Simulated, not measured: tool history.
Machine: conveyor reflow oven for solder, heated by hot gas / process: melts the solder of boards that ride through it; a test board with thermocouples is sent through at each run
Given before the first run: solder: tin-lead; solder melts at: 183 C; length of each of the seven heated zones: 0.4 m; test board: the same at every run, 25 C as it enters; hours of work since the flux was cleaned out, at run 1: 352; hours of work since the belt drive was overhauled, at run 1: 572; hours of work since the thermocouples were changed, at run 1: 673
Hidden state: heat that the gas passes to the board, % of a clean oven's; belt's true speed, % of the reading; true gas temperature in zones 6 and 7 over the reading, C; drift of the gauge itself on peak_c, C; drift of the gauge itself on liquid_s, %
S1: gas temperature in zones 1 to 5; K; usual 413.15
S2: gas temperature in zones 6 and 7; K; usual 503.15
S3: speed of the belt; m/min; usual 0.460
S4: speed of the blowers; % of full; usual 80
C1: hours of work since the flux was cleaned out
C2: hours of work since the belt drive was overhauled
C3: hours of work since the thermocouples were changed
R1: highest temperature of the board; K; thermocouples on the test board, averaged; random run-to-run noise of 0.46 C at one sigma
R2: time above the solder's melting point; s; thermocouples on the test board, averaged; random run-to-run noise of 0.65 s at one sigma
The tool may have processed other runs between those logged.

run	day	S1	S2	S3	S4	C1	C2	C3	R1	R2
1	0.000	413.15	503.15	0.460	80	352	572	673	488.15	78.4
2	1.308	413.15	503.15	0.460	80	373	594	694	488.15	78.9
3	2.675	413.15	503.15	0.460	81	395	616	716	488.65	79.0
4	3.450	413.15	503.15	0.460	62	407	628	729	485.65	75.2
# day 4.012: flux residue cleaned out of gas plates and filters
5	5.038	409.15	503.15	0.460	80	16	650	751	486.35	72.4
6	6.021	409.15	503.15	0.460	80	32	666	767	486.35	74.1
7	6.946	409.15	503.15	0.460	80	47	681	782	486.25	73.4
8	8.325	413.15	495.15	0.460	80	69	703	804	480.25	68.2
9	9.733	413.15	495.15	0.460	80	92	726	827	478.55	68.0
10	10.754	413.15	495.15	0.460	80	109	742	843	479.25	66.9
11	11.412	413.15	509.15	0.484	80	119	753	854	489.55	75.8
# day 12.167: flux residue cleaned out of gas plates and filters, once more
12	12.542	414.15	513.15	0.425	80	6	768	869	502.05	100.4
13	13.212	413.15	503.15	0.460	59	17	778	879	486.95	80.0
14	14.188	413.15	503.15	0.460	59	33	794	895	486.75	78.0
15	15.217	425.15	503.15	0.472	65	49	811	912	489.15	85.0
16	16.321	413.15	506.15	0.460	89	67	828	929	493.15	85.4
17	17.338	413.15	506.15	0.460	89	83	845	946	494.15	85.4
18	18.838	422.15	503.15	0.460	69	107	869	970	489.25	84.8
19	19.492	428.15	492.15	0.403	88	118	879	980	483.65	98.8
20	20.538	418.15	495.15	0.433	66	135	896	997	482.05	80.6

Each row is a separate what-if for the run after 20, all from the same tool condition, not one after another. Results?
A	21.408	424.15	507.15	0.433	66	149	910	1011	?	?
B	21.408	413.15	509.15	0.420	80	149	910	1011	?	?
C	21.408	413.15	515.15	0.460	80	149	910	1011	?	?
D	21.408	413.15	511.15	0.390	89	149	910	1011	?	?
E	21.408	418.15	495.15	0.433	52	149	910	1011	?	?

run	R1	R2
A	493.95	96.8
B	496.45	97.6
C	500.35	89.1
D	500.65	107.6
E	479.55	78.0
The same runs, with their run-to-run variation unchanged, on a tool lacking any hidden condition would have given:
run	R1	R2
A	497.05	97.5
B	499.75	98.5
C	503.65	89.8
D	503.95	108.0
E	482.45	80.7
